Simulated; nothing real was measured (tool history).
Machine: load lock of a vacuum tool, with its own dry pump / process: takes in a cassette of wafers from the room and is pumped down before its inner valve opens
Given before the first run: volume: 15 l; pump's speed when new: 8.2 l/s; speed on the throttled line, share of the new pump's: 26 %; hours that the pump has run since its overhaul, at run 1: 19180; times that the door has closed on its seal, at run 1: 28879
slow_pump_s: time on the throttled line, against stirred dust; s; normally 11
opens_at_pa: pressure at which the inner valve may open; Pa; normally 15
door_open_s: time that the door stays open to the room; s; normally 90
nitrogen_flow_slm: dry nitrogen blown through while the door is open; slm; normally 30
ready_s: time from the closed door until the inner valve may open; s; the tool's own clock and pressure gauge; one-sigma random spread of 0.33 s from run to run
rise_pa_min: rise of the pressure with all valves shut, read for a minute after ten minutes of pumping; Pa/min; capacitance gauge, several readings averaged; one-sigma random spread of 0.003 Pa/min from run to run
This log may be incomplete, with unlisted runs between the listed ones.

run,hour,slow_pump_s,opens_at_pa,door_open_s,nitrogen_flow_slm,hours that the pump has run since its overhaul,times that the door has closed on its seal,"incoming humidity of the room's air, %",ready_s,rise_pa_min
1,0,11,15,90,30,19180,28879,44.9,29.2,0.285
2,314.9,11,18,90,30,19494,29655,46.2,28.2,0.291
3,481.9,11,15,90,30,19661,30066,44.8,29.2,0.296
4,761,9,15,90,30,19941,30754,44.6,27.7,0.302
5,936.3,9,15,90,30,20116,31186,47,27.9,0.311
6,1110,9,15,90,30,20290,31615,48.2,27.9,0.319
7,1358,9,15,90,30,20537,32225,44.8,27.9,0.314
8,1660.3,9,15,90,30,20840,32971,45.4,28.3,0.335
# hour 1834.2: dry pump taken out, an overhauled one fitted
9,1898.5,9,15,129,30,64,33543,39.1,22.8,0.353
10,2117.1,9,15,129,30,283,34082,41.8,22.8,0.359
11,2404.8,9,15,129,30,571,34791,41.1,23.1,0.37
# hour 2591.9: door's seal changed, seat wiped
12,2650.4,9,15,129,13,815,144,42.5,22.8,0.097
13,2852,9,15,129,13,1016,641,41.7,22.9,0.099
14,3072.8,9,15,129,13,1237,1185,41.2,23,0.093
15,3211.7,11,15,90,15,1376,1527,43.8,24.6,0.074
16,3362.5,11,15,90,15,1527,1899,46.1,24.6,0.077
17,3562.8,11,15,90,15,1727,2393,43.2,24.6,0.079
18,3802.7,11,15,90,15,1967,2984,40.3,25.2,0.07
19,3983.3,11,15,90,15,2148,3429,43.5,24.3,0.081
20,4178,11,15,90,15,2342,3909,42.9,24.2,0.082
21,4464.5,11,15,90,15,2629,4615,47.2,25.1,0.095
22,4648.8,11,15,90,15,2813,5069,46.5,24.4,0.09
23,4797,19,19,48,8,2961,5434,42.5,30.1,0.069
24,4934.6,8,23,48,8,3099,5774,45.2,21.9,0.072
25,5161.8,10,10,48,17,3326,6334,45.8,25.1,0.062
26,5409.7,7,12,27,17,3574,6944,46.1,22.9,0.056
27,5555.8,11,15,104,30,3720,7305,45.6,24.5,0.083
28,5748.2,13,16,90,7,3912,7779,43.5,26.1,0.113
29,6062.4,10,15,102,16,4227,8553,43.7,24.2,0.105
30,6313,11,15,90,6,4477,9171,42.3,24.8,0.117
31,6499.3,11,15,90,6,4664,9630,45.3,25.1,0.128
32,6811.9,12,29,30,12,4976,10400,46.4,24.3,0.085
33,6991.7,12,15,30,12,5156,10843,45,25.5,0.085
34,7127.9,12,15,30,12,5292,11179,41.8,26.1,0.085
35,7409,12,15,30,12,5573,11872,46.8,26.2,0.096
36,7563.1,12,15,30,12,5727,12251,46.5,26.5,0.097

What if the next run were any one of these 4? Each begins from the tool's condition after run 36:
A,7817.8,11,13,40,8,5982,12879,44.9,?,?
B,7817.8,12,15,140,12,5982,12879,46.1,?,?
C,7817.8,7,11,221,30,5982,12879,41.9,?,?
D,7817.8,11,16,90,30,5982,12879,44.9,?,?

run,ready_s,rise_pa_min
A,25.9,0.105
B,25.9,0.165
C,23.3,0.151
D,25.9,0.114
Without the tool's unlogged condition, the same runs would have read:
run,ready_s,rise_pa_min
A,24.8,0.044
B,24.8,0.104
C,22,0.09
D,24.7,0.053
